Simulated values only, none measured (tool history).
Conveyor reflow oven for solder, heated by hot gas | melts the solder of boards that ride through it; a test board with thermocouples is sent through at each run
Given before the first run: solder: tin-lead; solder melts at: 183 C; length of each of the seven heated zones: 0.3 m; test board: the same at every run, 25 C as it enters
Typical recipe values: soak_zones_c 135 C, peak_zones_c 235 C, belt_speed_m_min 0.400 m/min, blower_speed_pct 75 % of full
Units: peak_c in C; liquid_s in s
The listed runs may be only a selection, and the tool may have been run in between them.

run	day	soak_zones_c	peak_zones_c	belt_speed_m_min	blower_speed_pct	peak_c	liquid_s
1	0.000	135	235	0.400	75	216.4	66.8
2	2.462	135	235	0.400	75	215.7	66.0
3	5.108	135	235	0.400	75	215.2	66.0
4	6.542	135	235	0.400	75	215.7	66.4
5	7.800	135	235	0.400	75	215.6	67.0
6	9.021	135	235	0.400	75	215.0	66.2
7	11.529	135	235	0.400	75	215.6	66.8
8	14.112	135	235	0.400	75	215.2	66.5
9	16.100	135	235	0.400	75	216.2	66.3
10	17.488	135	235	0.357	75	218.3	80.3
# day 19.079: flux residue cleaned out of gas plates and filters
11	20.229	135	235	0.357	75	220.5	80.5
12	21.667	135	234	0.400	75	215.8	66.9
# day 22.038: belt drive overhauled, speed set with a stopwatch
13	22.929	135	235	0.404	75	218.6	70.7
14	24.738	138	235	0.400	75	218.2	73.5
15	27.175	138	235	0.462	75	212.6	58.3
16	28.329	138	229	0.462	68	206.8	48.4
# day 29.000: belt drive overhauled, speed set with a stopwatch, once more
17	30.567	138	229	0.462	68	203.4	40.8
18	32.600	138	229	0.462	68	203.1	41.3
19	34.600	138	232	0.462	73	206.7	46.0
20	36.796	125	240	0.462	73	208.9	44.8
21	39.183	125	245	0.445	66	212.7	48.2
22	40.883	143	225	0.400	75	207.8	59.7
23	43.046	144	225	0.400	85	210.4	63.2
# day 44.246: flux residue cleaned out of gas plates and filters
24	45.921	144	225	0.400	85	212.5	66.3
25	47.917	121	235	0.380	60	209.9	54.2
26	49.217	145	235	0.400	75	218.4	71.6

Here are 3 independent what-if runs from the current tool condition. What would each one return?
A	51.396	135	235	0.345	75	?	?
B	51.396	135	235	0.452	85	?	?
C	51.396	141	235	0.381	54	?	?

run	peak_c	liquid_s
A	222.1	82.4
B	215.7	57.3
C	210.8	63.7
Without the tool's hidden state the same runs would have given:
run	peak_c	liquid_s
A	220.4	80.2
B	214.4	55.7
C	209.2	61.2
